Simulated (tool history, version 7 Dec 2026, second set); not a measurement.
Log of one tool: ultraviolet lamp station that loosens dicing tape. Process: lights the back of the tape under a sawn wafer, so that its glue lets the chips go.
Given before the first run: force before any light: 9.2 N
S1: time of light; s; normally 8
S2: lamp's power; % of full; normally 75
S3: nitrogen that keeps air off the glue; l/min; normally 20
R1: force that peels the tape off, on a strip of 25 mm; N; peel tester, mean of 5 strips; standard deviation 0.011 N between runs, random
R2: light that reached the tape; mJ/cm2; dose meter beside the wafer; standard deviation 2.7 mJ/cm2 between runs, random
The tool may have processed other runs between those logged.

Run 1, hour 0.0: usual settings. Result: R1 0.574 N, R2 338 mJ/cm2.
Run 2, hour 16.6: usual settings. Result: R1 0.566 N, R2 340 mJ/cm2.
Run 3, hour 32.6: usual settings. Result: R1 0.571 N, R2 338 mJ/cm2.
At hour 38.4: window cleaned of glue's vapour.
Run 4, hour 47.4: usual settings. Result: R1 0.520 N, R2 354 mJ/cm2.
Run 5, hour 63.4: usual settings. Result: R1 0.517 N, R2 356 mJ/cm2.
Run 6, hour 75.9: usual settings. Result: R1 0.531 N, R2 345 mJ/cm2.
Run 7, hour 92.2: usual settings. Result: R1 0.532 N, R2 349 mJ/cm2.
Run 8, hour 109.6: usual settings. Result: R1 0.507 N, R2 350 mJ/cm2.
Run 9, hour 126.2: usual settings. Result: R1 0.543 N, R2 350 mJ/cm2.
Run 10, hour 137.6: usual settings. Result: R1 0.549 N, R2 346 mJ/cm2.
Run 11, hour 146.0: usual settings. Result: R1 0.519 N, R2 345 mJ/cm2.
Run 12, hour 160.2: usual settings. Result: R1 0.532 N, R2 342 mJ/cm2.
Run 13, hour 178.6: usual settings. Result: R1 0.541 N, R2 344 mJ/cm2.
Run 14, hour 196.4: usual settings. Result: R1 0.544 N, R2 345 mJ/cm2.
Run 15, hour 214.3: usual settings. Result: R1 0.538 N, R2 344 mJ/cm2.
Run 16, hour 225.8: usual settings. Result: R1 0.547 N, R2 339 mJ/cm2.
Run 17, hour 233.4: usual settings but S2 76 % of full. Result: R1 0.528 N, R2 347 mJ/cm2.
Run 18, hour 250.2: usual settings but S2 76 % of full. Result: R1 0.539 N, R2 341 mJ/cm2.

Run 19 has not been measured yet. What should we expect?
Run 19, hour 267.9: usual settings but S2 68 % of full, S3 16 l/min. Result: R1 ?, R2 ?.

Run 19 measured R1 0.797 N, R2 312 mJ/cm2.
On a tool with no hidden condition, and with the same random variation, this run would have come out at R1 0.694 N, R2 334 mJ/cm2.
